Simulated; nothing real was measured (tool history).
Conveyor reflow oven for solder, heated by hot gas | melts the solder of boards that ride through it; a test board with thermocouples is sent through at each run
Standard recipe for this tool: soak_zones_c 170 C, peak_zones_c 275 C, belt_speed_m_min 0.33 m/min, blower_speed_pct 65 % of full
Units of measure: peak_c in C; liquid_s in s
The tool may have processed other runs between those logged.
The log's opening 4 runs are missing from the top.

| run | day | soak_zones_c | peak_zones_c | belt_speed_m_min | blower_speed_pct | hours of work since the flux was cleaned out | hours of work since the belt drive was overhauled | hours of work since the thermocouples were changed | peak_c | liquid_s |
|---|---|---|---|---|---|---|---|---|---|---|
| 5 | 2.138 | 170 | 275 | 0.33 | 65 | 122 | 375 | 195 | 256.4 | 84 |
| 6 | 2.646 | 170 | 275 | 0.33 | 65 | 131 | 383 | 204 | 256 | 83.6 |
| 7 | 3.004 | 170 | 275 | 0.33 | 65 | 137 | 389 | 209 | 256.1 | 83.5 |
| 8 | 3.571 | 170 | 275 | 0.33 | 65 | 146 | 399 | 219 | 256.1 | 83.6 |
| 9 | 4.112 | 170 | 275 | 0.33 | 65 | 155 | 408 | 228 | 256 | 83.7 |
| 10 | 4.542 | 170 | 275 | 0.33 | 65 | 162 | 415 | 235 | 255.8 | 83.6 |
| 11 | 5.188 | 170 | 275 | 0.33 | 65 | 173 | 426 | 246 | 256 | 83.5 |
| 12 | 5.55 | 170 | 275 | 0.33 | 65 | 179 | 432 | 252 | 255.7 | 83.5 |
| 13 | 5.833 | 170 | 275 | 0.33 | 62 | 184 | 437 | 257 | 255.2 | 82.2 |
| 14 | 6.454 | 170 | 275 | 0.33 | 62 | 194 | 447 | 267 | 254.9 | 82.3 |
| 15 | 6.867 | 170 | 275 | 0.33 | 62 | 201 | 454 | 274 | 254.6 | 82 |

Run 16 comes next. What will it give?
|  | 7.079 | belt drive overhauled, speed set with a stopwatch |
| 16 | 7.633 | 170 | 275 | 0.33 | 62 | 211 | 9 | 284 | ? | ? |

peak_c: 255.1 C
liquid_s: 82.4 s
Take away the tool's hidden state, keep the run-to-run variation as it was, and the same run would have given peak_c 256.4 C, liquid_s 82.5 s.
